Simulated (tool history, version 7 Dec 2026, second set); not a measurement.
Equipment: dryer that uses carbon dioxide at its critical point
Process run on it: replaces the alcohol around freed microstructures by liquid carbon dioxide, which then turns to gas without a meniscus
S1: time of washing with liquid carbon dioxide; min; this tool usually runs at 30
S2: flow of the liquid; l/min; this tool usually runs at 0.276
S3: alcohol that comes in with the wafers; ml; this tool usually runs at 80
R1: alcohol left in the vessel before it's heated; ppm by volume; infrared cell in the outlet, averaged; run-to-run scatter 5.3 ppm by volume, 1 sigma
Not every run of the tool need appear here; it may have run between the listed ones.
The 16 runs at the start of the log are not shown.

run 17 hour=295.4 | S1=30 S2=0.458 S3=80 | R1=88
run 18 hour=312.9 | S1=30 S2=0.458 S3=80 | R1=79
run 19 hour=324 | S1=30 S2=0.458 S3=80 | R1=87
run 20 hour=335.4 | S1=30 S2=0.276 S3=80 | R1=294
run 21 hour=357.2 | S1=30 S2=0.258 S3=80 | R1=410
run 22 hour=379.6 | S1=30 S2=0.258 S3=80 | R1=412
run 23 hour=399 | S1=46 S2=0.276 S3=80 | R1=94
run 24 hour=413.2 | S1=46 S2=0.276 S3=80 | R1=99
run 25 hour=435.6 | S1=46 S2=0.276 S3=80 | R1=105

What will run 26 give?
run 26 hour=450.9 | S1=46 S2=0.421 S3=64 | R1=?

Run 26 came out at R1 97 ppm by volume.
Take away the tool's hidden state, keep the run-to-run variation as it was, and the same run would have given R1 12 ppm by volume.

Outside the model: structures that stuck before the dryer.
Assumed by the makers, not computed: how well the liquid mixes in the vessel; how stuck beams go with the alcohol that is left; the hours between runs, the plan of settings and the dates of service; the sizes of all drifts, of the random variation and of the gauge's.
